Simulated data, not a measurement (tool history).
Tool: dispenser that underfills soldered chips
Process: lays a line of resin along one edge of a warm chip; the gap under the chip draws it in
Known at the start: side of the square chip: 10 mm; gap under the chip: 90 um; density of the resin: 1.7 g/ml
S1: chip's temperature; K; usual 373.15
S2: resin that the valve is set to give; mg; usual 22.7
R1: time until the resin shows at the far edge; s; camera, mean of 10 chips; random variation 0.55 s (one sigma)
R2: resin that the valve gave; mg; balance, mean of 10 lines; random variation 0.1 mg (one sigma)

{"run": 1, "hour": 0.0, "S1": 373.15, "S2": 22.7, "R1": 46.1, "R2": 20.68}
{"hour": 7.3, "done": "new syringe of resin"}
{"run": 2, "hour": 14.2, "S1": 373.15, "S2": 22.7, "R1": 69.8, "R2": 20.26}
{"hour": 15.8, "done": "new syringe of resin"}
{"hour": 24.4, "done": "new syringe of resin"}
{"run": 3, "hour": 24.8, "S1": 373.15, "S2": 22.7, "R1": 45.2, "R2": 20.13}
{"hour": 30.0, "done": "dispensing valve cleaned and set on the balance"}
{"hour": 34.0, "done": "new syringe of resin"}
{"run": 4, "hour": 39.6, "S1": 373.15, "S2": 22.7, "R1": 60.3, "R2": 22.77}
{"hour": 43.2, "done": "new syringe of resin"}
{"hour": 52.0, "done": "new syringe of resin"}
{"run": 5, "hour": 52.1, "S1": 374.15, "S2": 22.7, "R1": 41.5, "R2": 22.29}
{"run": 6, "hour": 59.2, "S1": 374.15, "S2": 22.7, "R1": 66.2, "R2": 22.1}
{"hour": 60.8, "done": "new syringe of resin"}
{"run": 7, "hour": 66.8, "S1": 373.15, "S2": 23.6, "R1": 64.2, "R2": 23}
{"hour": 69.6, "done": "new syringe of resin"}
{"run": 8, "hour": 76.2, "S1": 373.15, "S2": 25.7, "R1": 62.8, "R2": 24.72}
{"hour": 78.3, "done": "new syringe of resin"}
{"hour": 87.2, "done": "new syringe of resin"}
{"run": 9, "hour": 91.6, "S1": 373.15, "S2": 21, "R1": 58.1, "R2": 20.18}
{"hour": 96.1, "done": "new syringe of resin"}
{"run": 10, "hour": 102.8, "S1": 373.15, "S2": 21, "R1": 68.3, "R2": 20.12}
{"hour": 104.5, "done": "new syringe of resin"}
{"run": 11, "hour": 112.0, "S1": 373.15, "S2": 21, "R1": 71.9, "R2": 19.88}
{"hour": 113.3, "done": "new syringe of resin"}
{"run": 12, "hour": 118.3, "S1": 373.15, "S2": 21, "R1": 60.8, "R2": 19.88}
{"hour": 122.3, "done": "new syringe of resin"}
{"run": 13, "hour": 130.2, "S1": 373.15, "S2": 23.5, "R1": 72.6, "R2": 21.89}
{"hour": 131.8, "done": "new syringe of resin"}
{"hour": 140.4, "done": "new syringe of resin"}
{"run": 14, "hour": 142.8, "S1": 373.15, "S2": 23.5, "R1": 49.4, "R2": 21.61}
{"hour": 149.4, "done": "new syringe of resin"}
{"run": 15, "hour": 156.5, "S1": 373.15, "S2": 23.5, "R1": 67, "R2": 21.52}
{"hour": 157.9, "done": "new syringe of resin"}
{"run": 16, "hour": 165.7, "S1": 373.15, "S2": 28.6, "R1": 68.4, "R2": 26.12}
{"hour": 166.7, "done": "new syringe of resin"}
{"run": 17, "hour": 173.4, "S1": 385.15, "S2": 27.8, "R1": 45.5, "R2": 25.18}
{"hour": 175.2, "done": "new syringe of resin"}
{"hour": 183.7, "done": "new syringe of resin"}
{"run": 18, "hour": 187.7, "S1": 385.15, "S2": 27.8, "R1": 37.2, "R2": 24.96}
{"hour": 192.3, "done": "new syringe of resin"}
{"run": 19, "hour": 196.7, "S1": 367.15, "S2": 22.7, "R1": 67.9, "R2": 20.32}
{"hour": 201.5, "done": "new syringe of resin"}
{"hour": 205.0, "done": "dispensing valve cleaned and set on the balance"}
{"hour": 211.1, "done": "new syringe of resin"}
{"run": 20, "hour": 211.9, "S1": 379.15, "S2": 22.5, "R1": 35.8, "R2": 22.44}
{"hour": 219.4, "done": "new syringe of resin"}
{"run": 21, "hour": 220.7, "S1": 383.15, "S2": 23.4, "R1": 33.5, "R2": 23.24}
{"hour": 227.9, "done": "new syringe of resin"}
{"run": 22, "hour": 233.4, "S1": 383.15, "S2": 23.4, "R1": 42.7, "R2": 22.95}
{"hour": 236.2, "done": "new syringe of resin"}
{"run": 23, "hour": 243.0, "S1": 364.15, "S2": 24.4, "R1": 83, "R2": 23.71}
{"hour": 244.9, "done": "new syringe of resin"}
{"hour": 253.6, "done": "new syringe of resin"}
{"run": 24, "hour": 257.6, "S1": 361.15, "S2": 26.4, "R1": 77.8, "R2": 25.46}
{"hour": 262.7, "done": "new syringe of resin"}
{"hour": 271.0, "done": "new syringe of resin"}
{"run": 25, "hour": 272.1, "S1": 386.15, "S2": 19.5, "R1": 31, "R2": 18.61}
{"hour": 280.4, "done": "new syringe of resin"}
{"run": 26, "hour": 284.9, "S1": 374.15, "S2": 28, "R1": 53.7, "R2": 26.58}
{"hour": 289.4, "done": "new syringe of resin"}
{"run": 27, "hour": 293.2, "S1": 384.15, "S2": 24.3, "R1": 36.2, "R2": 22.82}
{"hour": 297.8, "done": "new syringe of resin"}
{"run": 28, "hour": 304.6, "S1": 376.15, "S2": 28.6, "R1": 55.3, "R2": 26.66}
{"hour": 306.0, "done": "new syringe of resin"}
{"hour": 314.2, "done": "new syringe of resin"}
{"run": 29, "hour": 314.2, "S1": 381.15, "S2": 27.7, "R1": 32.1, "R2": 25.47}
{"run": 30, "hour": 321.6, "S1": 380.15, "S2": 28.1, "R1": 52.6, "R2": 26.02}
{"hour": 322.6, "done": "new syringe of resin"}
{"hour": 330.8, "done": "new syringe of resin"}
{"run": 31, "hour": 330.8, "S1": 387.15, "S2": 27.9, "R1": 25.7, "R2": 25.71}
{"hour": 340.1, "done": "new syringe of resin"}
{"run": 32, "hour": 343.4, "S1": 387.15, "S2": 27.9, "R1": 32.2, "R2": 25.21}

Measured less the same run without the tool's hidden state. The same run-to-run variation is in both; the gauge's scatter may not be:
The hidden state here: resin's viscosity, % of fresh resin's; dose that the valve gives, % of what is set; true chip temperature over the reading, C; drift of the gauge itself on fill_s, %; drift of the gauge itself on given_mg, %.
run=1 R1=+0.6 R2=-2.25
run=2 R1=+24 R2=-2.44
run=3 R1=-0.9 R2=-2.61
run=4 R1=+14.8 R2=-0.12
run=5 R1=-3 R2=-0.31
run=6 R1=+21.5 R2=-0.41
run=7 R1=+17.5 R2=-0.56
run=8 R1=+18 R2=-0.76
run=9 R1=+11.6 R2=-0.83
run=10 R1=+21.4 R2=-1
run=11 R1=+24.8 R2=-1.15
run=12 R1=+14.1 R2=-1.25
run=13 R1=+25.5 R2=-1.57
run=14 R1=+4.1 R2=-1.76
run=15 R1=+21.4 R2=-1.98
run=16 R1=+23.4 R2=-2.61
run=17 R1=+14 R2=-2.66
run=18 R1=+6.5 R2=-2.91
run=19 R1=+12.2 R2=-2.51
run=20 R1=-2.4 R2=-0.1
run=21 R1=-0.3 R2=-0.25
run=22 R1=+9.7 R2=-0.45
run=23 R1=+22.8 R2=-0.63
run=24 R1=+9.8 R2=-0.96
run=25 R1=-0.3 R2=-0.89
run=26 R1=+9.9 R2=-1.51
run=27 R1=+4.8 R2=-1.46
run=28 R1=+15.3 R2=-1.93
run=29 R1=-3.3 R2=-2.04
run=30 R1=+16.6 R2=-2.23
run=31 R1=-3.2 R2=-2.41
run=32 R1=+2.9 R2=-2.61
